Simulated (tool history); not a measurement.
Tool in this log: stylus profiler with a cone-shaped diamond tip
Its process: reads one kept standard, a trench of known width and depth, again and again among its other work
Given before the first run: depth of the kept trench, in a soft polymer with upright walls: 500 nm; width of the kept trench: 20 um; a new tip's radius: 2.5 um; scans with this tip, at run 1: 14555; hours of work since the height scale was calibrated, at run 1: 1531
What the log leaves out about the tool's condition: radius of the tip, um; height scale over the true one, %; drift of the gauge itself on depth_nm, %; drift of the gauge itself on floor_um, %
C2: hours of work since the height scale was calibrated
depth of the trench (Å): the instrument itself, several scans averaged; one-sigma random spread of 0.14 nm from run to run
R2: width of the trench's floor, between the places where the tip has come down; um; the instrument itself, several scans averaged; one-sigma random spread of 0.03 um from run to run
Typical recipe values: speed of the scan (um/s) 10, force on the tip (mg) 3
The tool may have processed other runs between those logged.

run 1 day=0 | speed_of_the_scan_(um/s)=10 force_on_the_tip_(mg)=3 | scans_with_this_tip=14555 C2=1531 | depth_of_the_trench_(Å)=5091.8 R2=16.55
run 2 day=1.112 | speed_of_the_scan_(um/s)=21 force_on_the_tip_(mg)=3 | scans_with_this_tip=14736 C2=1550 | depth_of_the_trench_(Å)=5091.4 R2=16.57
run 3 day=2.942 | speed_of_the_scan_(um/s)=10 force_on_the_tip_(mg)=3 | scans_with_this_tip=15032 C2=1581 | depth_of_the_trench_(Å)=5091.7 R2=16.54
run 4 day=4.162 | speed_of_the_scan_(um/s)=10 force_on_the_tip_(mg)=3 | scans_with_this_tip=15231 C2=1602 | depth_of_the_trench_(Å)=5088.4 R2=16.58
run 5 day=5.558 | speed_of_the_scan_(um/s)=10 force_on_the_tip_(mg)=3 | scans_with_this_tip=15457 C2=1626 | depth_of_the_trench_(Å)=5094.1 R2=16.52
run 6 day=6.821 | speed_of_the_scan_(um/s)=10 force_on_the_tip_(mg)=7.59 | scans_with_this_tip=15662 C2=1648 | depth_of_the_trench_(Å)=5149.8 R2=16.57
run 7 day=8.888 | speed_of_the_scan_(um/s)=10 force_on_the_tip_(mg)=7.59 | scans_with_this_tip=15998 C2=1683 | depth_of_the_trench_(Å)=5148.6 R2=16.49
run 8 day=10.496 | speed_of_the_scan_(um/s)=10 force_on_the_tip_(mg)=3 | scans_with_this_tip=16259 C2=1711 | depth_of_the_trench_(Å)=5092.1 R2=16.51
run 9 day=12.229 | speed_of_the_scan_(um/s)=10 force_on_the_tip_(mg)=3 | scans_with_this_tip=16541 C2=1740 | depth_of_the_trench_(Å)=5092.7 R2=16.54
run 10 day=13.525 | speed_of_the_scan_(um/s)=10 force_on_the_tip_(mg)=3 | scans_with_this_tip=16752 C2=1762 | depth_of_the_trench_(Å)=5091.7 R2=16.48
run 11 day=15.146 | speed_of_the_scan_(um/s)=10 force_on_the_tip_(mg)=3 | scans_with_this_tip=17015 C2=1790 | depth_of_the_trench_(Å)=5093.7 R2=16.5
-- day=17.329 height scale calibrated on a step standard
run 12 day=17.571 | speed_of_the_scan_(um/s)=10 force_on_the_tip_(mg)=7.03 | scans_with_this_tip=17405 C2=4 | depth_of_the_trench_(Å)=5118.3 R2=16.49
run 13 day=18.933 | speed_of_the_scan_(um/s)=6 force_on_the_tip_(mg)=3 | scans_with_this_tip=17627 C2=27 | depth_of_the_trench_(Å)=5067 R2=16.49
run 14 day=20.788 | speed_of_the_scan_(um/s)=10 force_on_the_tip_(mg)=6.65 | scans_with_this_tip=17928 C2=59 | depth_of_the_trench_(Å)=5114.6 R2=16.5
run 15 day=22.946 | speed_of_the_scan_(um/s)=10 force_on_the_tip_(mg)=6.65 | scans_with_this_tip=18278 C2=96 | depth_of_the_trench_(Å)=5113.7 R2=16.45
run 16 day=25.108 | speed_of_the_scan_(um/s)=30 force_on_the_tip_(mg)=6.65 | scans_with_this_tip=18629 C2=133 | depth_of_the_trench_(Å)=5115.2 R2=16.42
run 17 day=26.517 | speed_of_the_scan_(um/s)=30 force_on_the_tip_(mg)=6.65 | scans_with_this_tip=18858 C2=157 | depth_of_the_trench_(Å)=5116.2 R2=16.44
run 18 day=28.788 | speed_of_the_scan_(um/s)=10 force_on_the_tip_(mg)=5.85 | scans_with_this_tip=19227 C2=196 | depth_of_the_trench_(Å)=5107.3 R2=16.51
run 19 day=30.904 | speed_of_the_scan_(um/s)=10 force_on_the_tip_(mg)=5.85 | scans_with_this_tip=19571 C2=232 | depth_of_the_trench_(Å)=5110.8 R2=16.46
run 20 day=32.238 | speed_of_the_scan_(um/s)=10 force_on_the_tip_(mg)=5.85 | scans_with_this_tip=19787 C2=255 | depth_of_the_trench_(Å)=5110.6 R2=16.44
run 21 day=34.275 | speed_of_the_scan_(um/s)=10 force_on_the_tip_(mg)=5.85 | scans_with_this_tip=20118 C2=290 | depth_of_the_trench_(Å)=5110.6 R2=16.43
run 22 day=35.854 | speed_of_the_scan_(um/s)=10 force_on_the_tip_(mg)=3 | scans_with_this_tip=20375 C2=317 | depth_of_the_trench_(Å)=5074.4 R2=16.4
run 23 day=37.004 | speed_of_the_scan_(um/s)=10 force_on_the_tip_(mg)=3 | scans_with_this_tip=20561 C2=336 | depth_of_the_trench_(Å)=5073.7 R2=16.42
run 24 day=38.629 | speed_of_the_scan_(um/s)=10 force_on_the_tip_(mg)=3 | scans_with_this_tip=20825 C2=364 | depth_of_the_trench_(Å)=5072.5 R2=16.46
run 25 day=39.7 | speed_of_the_scan_(um/s)=11 force_on_the_tip_(mg)=8.85 | scans_with_this_tip=20999 C2=382 | depth_of_the_trench_(Å)=5144.8 R2=16.36
run 26 day=41.208 | speed_of_the_scan_(um/s)=11 force_on_the_tip_(mg)=8.85 | scans_with_this_tip=21244 C2=408 | depth_of_the_trench_(Å)=5144.3 R2=16.39
run 27 day=42.629 | speed_of_the_scan_(um/s)=11 force_on_the_tip_(mg)=1.33 | scans_with_this_tip=21475 C2=432 | depth_of_the_trench_(Å)=5048.7 R2=16.35
run 28 day=43.838 | speed_of_the_scan_(um/s)=15 force_on_the_tip_(mg)=2.49 | scans_with_this_tip=21671 C2=453 | depth_of_the_trench_(Å)=5064.6 R2=16.39
run 29 day=46.042 | speed_of_the_scan_(um/s)=6 force_on_the_tip_(mg)=7.9 | scans_with_this_tip=22029 C2=491 | depth_of_the_trench_(Å)=5133.9 R2=16.4
run 30 day=47.929 | speed_of_the_scan_(um/s)=6 force_on_the_tip_(mg)=7.9 | scans_with_this_tip=22336 C2=523 | depth_of_the_trench_(Å)=5136.2 R2=16.44
run 31 day=50.079 | speed_of_the_scan_(um/s)=16 force_on_the_tip_(mg)=4.45 | scans_with_this_tip=22685 C2=560 | depth_of_the_trench_(Å)=5094.5 R2=16.32
run 32 day=51.792 | speed_of_the_scan_(um/s)=5 force_on_the_tip_(mg)=3.04 | scans_with_this_tip=22963 C2=589 | depth_of_the_trench_(Å)=5077.6 R2=16.31
run 33 day=53.296 | speed_of_the_scan_(um/s)=5 force_on_the_tip_(mg)=3.04 | scans_with_this_tip=23208 C2=615 | depth_of_the_trench_(Å)=5077.4 R2=16.33
run 34 day=54.683 | speed_of_the_scan_(um/s)=5 force_on_the_tip_(mg)=3.04 | scans_with_this_tip=23433 C2=638 | depth_of_the_trench_(Å)=5076.2 R2=16.32
run 35 day=55.733 | speed_of_the_scan_(um/s)=36 force_on_the_tip_(mg)=2.91 | scans_with_this_tip=23603 C2=656 | depth_of_the_trench_(Å)=5075.8 R2=16.24
run 36 day=57.196 | speed_of_the_scan_(um/s)=8 force_on_the_tip_(mg)=2.91 | scans_with_this_tip=23841 C2=681 | depth_of_the_trench_(Å)=5077 R2=16.28
run 37 day=59.667 | speed_of_the_scan_(um/s)=2 force_on_the_tip_(mg)=2.91 | scans_with_this_tip=24242 C2=723 | depth_of_the_trench_(Å)=5076.9 R2=16.33
run 38 day=61.9 | speed_of_the_scan_(um/s)=5 force_on_the_tip_(mg)=3.1 | scans_with_this_tip=24605 C2=762 | depth_of_the_trench_(Å)=5078.1 R2=16.33
run 39 day=63.704 | speed_of_the_scan_(um/s)=9 force_on_the_tip_(mg)=7.2 | scans_with_this_tip=24898 C2=792 | depth_of_the_trench_(Å)=5133.1 R2=16.27
run 40 day=65.554 | speed_of_the_scan_(um/s)=9 force_on_the_tip_(mg)=7.2 | scans_with_this_tip=25199 C2=824 | depth_of_the_trench_(Å)=5132 R2=16.28
run 41 day=67.808 | speed_of_the_scan_(um/s)=9 force_on_the_tip_(mg)=7.2 | scans_with_this_tip=25565 C2=863 | depth_of_the_trench_(Å)=5133.3 R2=16.29
run 42 day=69.988 | speed_of_the_scan_(um/s)=4 force_on_the_tip_(mg)=3 | scans_with_this_tip=25918 C2=900 | depth_of_the_trench_(Å)=5081.5 R2=16.31
run 43 day=71.179 | speed_of_the_scan_(um/s)=4 force_on_the_tip_(mg)=3 | scans_with_this_tip=26112 C2=920 | depth_of_the_trench_(Å)=5082.4 R2=16.3
run 44 day=73.054 | speed_of_the_scan_(um/s)=3 force_on_the_tip_(mg)=4.41 | scans_with_this_tip=26416 C2=952 | depth_of_the_trench_(Å)=5100.6 R2=16.29
run 45 day=74.671 | speed_of_the_scan_(um/s)=3 force_on_the_tip_(mg)=4.41 | scans_with_this_tip=26679 C2=980 | depth_of_the_trench_(Å)=5099.1 R2=16.24
run 46 day=76.067 | speed_of_the_scan_(um/s)=10 force_on_the_tip_(mg)=6.92 | scans_with_this_tip=26906 C2=1004 | depth_of_the_trench_(Å)=5131.2 R2=16.25

The same runs without the tool's hidden state, with the same run-to-run variation:
run=1 depth_of_the_trench_(Å)=5067.9 R2=16.95
run=2 depth_of_the_trench_(Å)=5067.3 R2=16.98
run=3 depth_of_the_trench_(Å)=5067.1 R2=16.96
run=4 depth_of_the_trench_(Å)=5063.5 R2=17
run=5 depth_of_the_trench_(Å)=5068.9 R2=16.95
run=6 depth_of_the_trench_(Å)=5124 R2=17
run=7 depth_of_the_trench_(Å)=5122.4 R2=16.93
run=8 depth_of_the_trench_(Å)=5065.7 R2=16.96
run=9 depth_of_the_trench_(Å)=5065.9 R2=16.99
run=10 depth_of_the_trench_(Å)=5064.6 R2=16.95
run=11 depth_of_the_trench_(Å)=5066.1 R2=16.97
run=12 depth_of_the_trench_(Å)=5117.1 R2=16.97
run=13 depth_of_the_trench_(Å)=5065.5 R2=16.97
run=14 depth_of_the_trench_(Å)=5112.6 R2=16.99
run=15 depth_of_the_trench_(Å)=5111.1 R2=16.95
run=16 depth_of_the_trench_(Å)=5112.2 R2=16.93
run=17 depth_of_the_trench_(Å)=5112.7 R2=16.96
run=18 depth_of_the_trench_(Å)=5103.3 R2=17.03
run=19 depth_of_the_trench_(Å)=5106.2 R2=17
run=20 depth_of_the_trench_(Å)=5105.7 R2=16.98
run=21 depth_of_the_trench_(Å)=5105.2 R2=16.98
run=22 depth_of_the_trench_(Å)=5068.7 R2=16.95
run=23 depth_of_the_trench_(Å)=5067.8 R2=16.98
run=24 depth_of_the_trench_(Å)=5066.1 R2=17.02
run=25 depth_of_the_trench_(Å)=5138.1 R2=16.93
run=26 depth_of_the_trench_(Å)=5137.2 R2=16.97
run=27 depth_of_the_trench_(Å)=5041.4 R2=16.94
run=28 depth_of_the_trench_(Å)=5056.9 R2=16.98
run=29 depth_of_the_trench_(Å)=5125.6 R2=17
run=30 depth_of_the_trench_(Å)=5127.5 R2=17.04
run=31 depth_of_the_trench_(Å)=5085.2 R2=16.94
run=32 depth_of_the_trench_(Å)=5067.9 R2=16.93
run=33 depth_of_the_trench_(Å)=5067.3 R2=16.96
run=34 depth_of_the_trench_(Å)=5065.8 R2=16.96
run=35 depth_of_the_trench_(Å)=5065.1 R2=16.87
run=36 depth_of_the_trench_(Å)=5066 R2=16.92
run=37 depth_of_the_trench_(Å)=5065.2 R2=16.99
run=38 depth_of_the_trench_(Å)=5065.9 R2=17
run=39 depth_of_the_trench_(Å)=5120.3 R2=16.94
run=40 depth_of_the_trench_(Å)=5118.8 R2=16.96
run=41 depth_of_the_trench_(Å)=5119.5 R2=16.98
run=42 depth_of_the_trench_(Å)=5067.4 R2=17.01
run=43 depth_of_the_trench_(Å)=5067.9 R2=17
run=44 depth_of_the_trench_(Å)=5085.6 R2=17
run=45 depth_of_the_trench_(Å)=5083.7 R2=16.96
run=46 depth_of_the_trench_(Å)=5115.4 R2=16.98
